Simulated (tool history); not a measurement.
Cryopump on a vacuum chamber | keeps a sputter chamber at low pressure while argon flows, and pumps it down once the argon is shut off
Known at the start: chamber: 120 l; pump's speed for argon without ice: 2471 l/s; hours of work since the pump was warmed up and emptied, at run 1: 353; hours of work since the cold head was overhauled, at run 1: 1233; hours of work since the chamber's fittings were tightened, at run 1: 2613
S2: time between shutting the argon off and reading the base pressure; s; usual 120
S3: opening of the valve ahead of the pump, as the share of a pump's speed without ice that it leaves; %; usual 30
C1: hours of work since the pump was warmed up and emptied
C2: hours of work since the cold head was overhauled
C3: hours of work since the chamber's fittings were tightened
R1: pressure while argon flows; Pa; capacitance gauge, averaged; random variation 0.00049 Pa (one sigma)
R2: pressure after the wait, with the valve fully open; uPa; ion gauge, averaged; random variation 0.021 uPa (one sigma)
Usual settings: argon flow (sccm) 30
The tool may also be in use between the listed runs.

Run 1, hour 0.0: usual settings; C1 353; C2 1233; C3 2613. Result: R1 0.0692 Pa, R2 1.59 uPa.
Run 2, hour 78.0: usual settings; C1 403; C2 1284; C3 2664. Result: R1 0.0703 Pa, R2 1.61 uPa.
Run 3, hour 132.5: usual settings; C1 439; C2 1319; C3 2699. Result: R1 0.0709 Pa, R2 1.58 uPa.
Run 4, hour 179.1: usual settings but argon flow (sccm) 24; C1 469; C2 1350; C3 2730. Result: R1 0.0569 Pa, R2 1.65 uPa.
At hour 246.1: leaking fittings of the chamber tightened, without venting.
Run 5, hour 247.2: usual settings but argon flow (sccm) 24; C1 512; C2 1393; C3 1. Result: R1 0.0565 Pa, R2 0.56 uPa.
Run 6, hour 314.2: usual settings but argon flow (sccm) 24; C1 556; C2 1436; C3 44. Result: R1 0.0571 Pa, R2 0.56 uPa.
Run 7, hour 375.4: usual settings but argon flow (sccm) 24, S3 23 %; C1 595; C2 1476; C3 84. Result: R1 0.0737 Pa, R2 0.57 uPa.
Run 8, hour 436.7: usual settings but argon flow (sccm) 24, S3 23 %; C1 635; C2 1516; C3 124. Result: R1 0.0737 Pa, R2 0.62 uPa.
Run 9, hour 514.3: usual settings but argon flow (sccm) 24, S3 23 %; C1 686; C2 1566; C3 174. Result: R1 0.0738 Pa, R2 0.62 uPa.
Run 10, hour 596.2: usual settings but argon flow (sccm) 24, S3 23 %; C1 739; C2 1619; C3 228. Result: R1 0.0750 Pa, R2 0.67 uPa.
Run 11, hour 648.4: usual settings but argon flow (sccm) 24, S3 23 %; C1 773; C2 1653; C3 262. Result: R1 0.0746 Pa, R2 0.65 uPa.
Run 12, hour 727.3: usual settings but argon flow (sccm) 24, S3 23 %; C1 824; C2 1705; C3 313. Result: R1 0.0752 Pa, R2 0.71 uPa.
At hour 810.1: pump warmed up, emptied and cooled again.
Run 13, hour 815.0: usual settings; C1 3; C2 1758; C3 367. Result: R1 0.0685 Pa, R2 0.70 uPa.
Run 14, hour 882.3: usual settings but S3 37 %; C1 47; C2 1802; C3 410. Result: R1 0.0554 Pa, R2 0.73 uPa.
Run 15, hour 950.1: usual settings but S3 37 %; C1 91; C2 1846; C3 454. Result: R1 0.0560 Pa, R2 0.73 uPa.
Run 16, hour 1006.5: usual settings but S3 18 %; C1 128; C2 1883; C3 491. Result: R1 0.1143 Pa, R2 0.71 uPa.
Run 17, hour 1072.9: usual settings but S3 18 %; C1 171; C2 1926; C3 534. Result: R1 0.1140 Pa, R2 0.76 uPa.
Run 18, hour 1120.3: usual settings but S3 18 %; C1 202; C2 1957; C3 565. Result: R1 0.1151 Pa, R2 0.77 uPa.
Run 19, hour 1180.2: usual settings but argon flow (sccm) 13, S2 130 s, S3 27 %; C1 241; C2 1996; C3 604. Result: R1 0.0332 Pa, R2 0.76 uPa.
Run 20, hour 1214.1: usual settings but argon flow (sccm) 13, S2 130 s, S3 27 %; C1 263; C2 2018; C3 626. Result: R1 0.0334 Pa, R2 0.76 uPa.
Run 21, hour 1257.4: usual settings but argon flow (sccm) 31, S3 52 %; C1 291; C2 2046; C3 654. Result: R1 0.0423 Pa, R2 0.75 uPa.
Run 22, hour 1314.0: usual settings but argon flow (sccm) 25, S2 20 s, S3 53 %; C1 327; C2 2083; C3 691. Result: R1 0.0334 Pa, R2 2.77 uPa.
Run 23, hour 1350.5: usual settings but argon flow (sccm) 21, S2 20 s, S3 43 %; C1 351; C2 2106; C3 715. Result: R1 0.0352 Pa, R2 2.76 uPa.
Run 24, hour 1385.8: usual settings but argon flow (sccm) 19, S2 22 s, S3 48 %; C1 374; C2 2129; C3 738. Result: R1 0.0283 Pa, R2 2.60 uPa.
Run 25, hour 1422.8: usual settings but argon flow (sccm) 49, S2 22 s, S3 48 %; C1 398; C2 2153; C3 762. Result: R1 0.0735 Pa, R2 2.66 uPa.
Run 26, hour 1457.9: usual settings but S3 48 %; C1 421; C2 2176; C3 784. Result: R1 0.0446 Pa, R2 0.84 uPa.
Run 27, hour 1506.8: usual settings but S3 48 %; C1 453; C2 2208; C3 816. Result: R1 0.0455 Pa, R2 0.86 uPa.
Run 28, hour 1584.4: usual settings but argon flow (sccm) 41, S2 270 s, S3 16 %; C1 503; C2 2258; C3 867. Result: R1 0.1781 Pa, R2 0.68 uPa.
Run 29, hour 1645.3: usual settings but argon flow (sccm) 44, S2 50 s, S3 27 %; C1 543; C2 2298; C3 906. Result: R1 0.1142 Pa, R2 1.46 uPa.
Run 30, hour 1710.9: usual settings but argon flow (sccm) 14, S2 50 s, S3 23 %; C1 585; C2 2341; C3 949. Result: R1 0.0436 Pa, R2 1.53 uPa.
Run 31, hour 1770.2: usual settings but argon flow (sccm) 16, S2 203 s, S3 54 %; C1 624; C2 2379; C3 987. Result: R1 0.0224 Pa, R2 0.80 uPa.
Run 32, hour 1852.9: usual settings but argon flow (sccm) 55, S2 21 s, S3 51 %; C1 678; C2 2433; C3 1041. Result: R1 0.0792 Pa, R2 2.84 uPa.
Run 33, hour 1933.9: usual settings but argon flow (sccm) 14, S2 21 s, S3 32 %; C1 730; C2 2486; C3 1094. Result: R1 0.0312 Pa, R2 2.85 uPa.
Run 34, hour 2002.4: usual settings but argon flow (sccm) 14, S2 21 s, S3 32 %; C1 775; C2 2530; C3 1138. Result: R1 0.0319 Pa, R2 2.93 uPa.

4 ways to go on from here, each from the tool as it stands after run 34. What would each give?
Run A, hour 2048.5: usual settings but argon flow (sccm) 13, S2 241 s, S3 20 %; C1 805; C2 2560; C3 1168. Result: R1 ?, R2 ?.
Run B, hour 2048.5: usual settings but argon flow (sccm) 14, S2 249 s, S3 32 %; C1 805; C2 2560; C3 1168. Result: R1 ?, R2 ?.
Run C, hour 2048.5: usual settings but S3 20 %; C1 805; C2 2560; C3 1168. Result: R1 ?, R2 ?.
Run D, hour 2048.5: usual settings but argon flow (sccm) 13; C1 805; C2 2560; C3 1168. Result: R1 ?, R2 ?.

run      R1    R2
  A  0.0462  0.87
  B  0.0309  0.86
  C  0.1065  1.10
  D  0.0314  1.08
Without the tool's hidden state the same runs would have given:
run      R1    R2
  A  0.0445  0.32
  B  0.0291  0.30
  C  0.1025  0.53
  D  0.0297  0.52
